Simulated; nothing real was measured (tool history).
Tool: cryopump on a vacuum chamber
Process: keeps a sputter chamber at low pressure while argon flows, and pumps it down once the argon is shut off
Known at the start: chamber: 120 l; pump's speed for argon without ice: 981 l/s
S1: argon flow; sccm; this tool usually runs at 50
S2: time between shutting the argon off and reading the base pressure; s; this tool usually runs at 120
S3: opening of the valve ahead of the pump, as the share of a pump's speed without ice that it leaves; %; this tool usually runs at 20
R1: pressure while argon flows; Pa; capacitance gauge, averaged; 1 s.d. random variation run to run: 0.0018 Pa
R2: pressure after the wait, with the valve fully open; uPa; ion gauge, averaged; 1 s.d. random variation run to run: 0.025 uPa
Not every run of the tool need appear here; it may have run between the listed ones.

run     day  S1   S2  S3      R1    R2
  1       0  50  120  20  0.4413  1.59
  2   0.412  50  120  20   0.442  1.57
  3   1.162  50  120  17  0.5205  1.57
  4   1.933  50  120  20  0.4427  1.55
  5     2.6  50  120  20  0.4398  1.64
  6    3.15  50  120  20  0.4451  1.62
  7   3.646  50  120  20   0.443  1.57
  8   4.154  50  116  20  0.4441  1.65
  9   4.633  50  116  20  0.4462  1.63
 10   5.233  50  116  20   0.446  1.64
 11     5.8  64  120  20  0.5677  1.59
 12   6.242  50  120  20  0.4426  1.59
 13   6.908  50  120  20   0.447  1.64
 14   7.604  50  120  20  0.4462   1.6
 15    7.95  23  120  33  0.1265  1.61
 16   8.446  42  120  20   0.376  1.59
 17   9.188  25  120  20  0.2226   1.6
 18    9.85  38   42  20   0.339  2.87
 19  10.421  56   97  22  0.4555  1.77
 20   10.95  25  120  25  0.1812  1.63
 21  11.679  34  120  57  0.1137  1.64
 22  12.162  34  120  57  0.1141  1.71
 23  12.921  54  181  17  0.5672  1.43
 24  13.554  48  181  17  0.5053  1.45
 25  14.096  61  276  46  0.2479  1.27
 26  14.775  79  120  18  0.7834  1.71
 27  15.562  37  120  57  0.1252  1.68

5 ways to go on from here, each from the tool as it stands after run 27. What would each give?
  A  15.938  85  188  25   ?   ?
  B  15.938  50  120  35   ?   ?
  C  15.938  37  110  50   ?   ?
  D  15.938  21   21  53   ?   ?
  E  15.938  52  120  20   ?   ?

run      R1    R2
  A  0.6172  1.41
  B  0.2653  1.72
  C  0.1407  1.72
  D  0.0769  5.03
  E  0.4687  1.68
The same runs, with their run-to-run variation unchanged, on a tool lacking any hidden condition would have given:
run      R1    R2
  A  0.5869  0.72
  B  0.2475  1.01
  C  0.1276  1.03
  D  0.0693  4.31
  E  0.4502  0.99
